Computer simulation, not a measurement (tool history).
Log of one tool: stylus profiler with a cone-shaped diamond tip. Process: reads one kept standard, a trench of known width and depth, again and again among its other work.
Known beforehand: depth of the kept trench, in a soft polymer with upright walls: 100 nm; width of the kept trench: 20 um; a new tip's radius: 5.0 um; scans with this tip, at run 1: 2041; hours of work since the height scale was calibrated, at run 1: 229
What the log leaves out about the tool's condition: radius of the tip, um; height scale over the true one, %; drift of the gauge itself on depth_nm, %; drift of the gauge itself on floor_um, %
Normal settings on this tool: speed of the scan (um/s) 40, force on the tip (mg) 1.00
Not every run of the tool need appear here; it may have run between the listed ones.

run      day  speed of the scan (um/s)  force on the tip (mg)  scans with this tip  hours of work since the height scale was calibrated  depth of the trench (angstrom)  width of the trench's floor (µm)
  1    0.000                        40                   1.00                 2041                                                  229                          1003.7                             17.76
  2    4.188                        40                   1.00                 2584                                                  290                          1003.5                             17.79
  3    8.388                        40                   1.74                 3129                                                  351                          1004.7                             17.76
  4   12.371                        40                   1.74                 3646                                                  409                          1005.0                             17.77
  5   14.738                        40                   1.74                 3953                                                  443                          1005.3                             17.71
  6   17.196                        40                   1.74                 4272                                                  479                          1005.1                             17.74
  7   21.383                        40                   1.00                 4816                                                  540                          1004.3                             17.68
  8   23.796                        40                   1.00                 5128                                                  575                          1004.0                             17.63
  9   29.188                        40                   1.00                 5828                                                  654                          1004.5                             17.68
 10   32.846                        40                   1.07                 6303                                                  707                          1004.7                             17.68
 11   37.025                        40                   0.37                 6845                                                  768                          1003.1                             17.50
 12   40.400                        40                   2.06                 7283                                                  817                          1006.7                             17.69
 13   45.600                        40                   2.06                 7958                                                  892                          1006.7                             17.68
 14   48.617                        40                   1.00                 8349                                                  936                          1004.5                             17.56
 15   53.612                        40                   1.00                 8997                                                 1009                          1004.8                             17.56
 16   56.971                        40                   1.00                 9433                                                 1058                          1004.9                             17.56
 17   62.183                        40                   1.00                10110                                                 1134                          1004.6                             17.57
 18   66.688                        40                   1.00                10694                                                 1199                          1004.9                             17.52
 19   71.800                        40                   1.00                11357                                                 1274                          1005.5                             17.49
 20   76.175                        40                   0.67                11925                                                 1337                          1005.2                             17.46
 21   79.475                        40                   2.83                12353                                                 1386                          1008.1                             17.56
 22   83.883                        40                   1.00                12925                                                 1450                          1005.3                             17.42
 23   89.188                        98                   1.00                13613                                                 1527                          1005.7                             17.13
 24   92.933                        30                   1.14                14099                                                 1581                          1006.4                             17.51
 25   95.400                        32                   0.74                14420                                                 1617                          1005.2                             17.45
 26  100.354                       107                   2.35                15062                                                 1689                          1008.2                             17.31
 27  105.317                       107                   2.35                15706                                                 1762                          1008.4                             17.29
 28  108.550                        43                   2.16                16126                                                 1809                          1008.6                             17.44
 29  110.879                        38                   0.64                16428                                                 1843                          1005.3                             17.35
 30  113.308                        38                   0.64                16743                                                 1878                          1005.9                             17.38
 31  116.875                        33                   0.73                17206                                                 1930                          1006.0                             17.38
 32  121.633                        33                   0.73                17823                                                 1999                          1005.6                             17.34
 33  124.925                        11                   0.73                18250                                                 2047                          1006.0                             17.46
 34  127.662                        57                   1.19                18605                                                 2087                          1007.3                             17.28
 35  129.929                        28                   1.00                18899                                                 2120                          1006.5                             17.41
 36  133.171                        28                   1.00                19320                                                 2167                          1006.9                             17.35

Estimate the outcome of run 37 from the log above:
 37  137.279                        45                   0.34                19853                                                 2227                               ?                                 ?

Run 37 gave depth of the trench (angstrom) 1005.6, width of the trench's floor (µm) 17.16.
On a tool with no hidden condition, and with the same random variation, this run would have come out at depth of the trench (angstrom) 1001.8, width of the trench's floor (µm) 17.67.

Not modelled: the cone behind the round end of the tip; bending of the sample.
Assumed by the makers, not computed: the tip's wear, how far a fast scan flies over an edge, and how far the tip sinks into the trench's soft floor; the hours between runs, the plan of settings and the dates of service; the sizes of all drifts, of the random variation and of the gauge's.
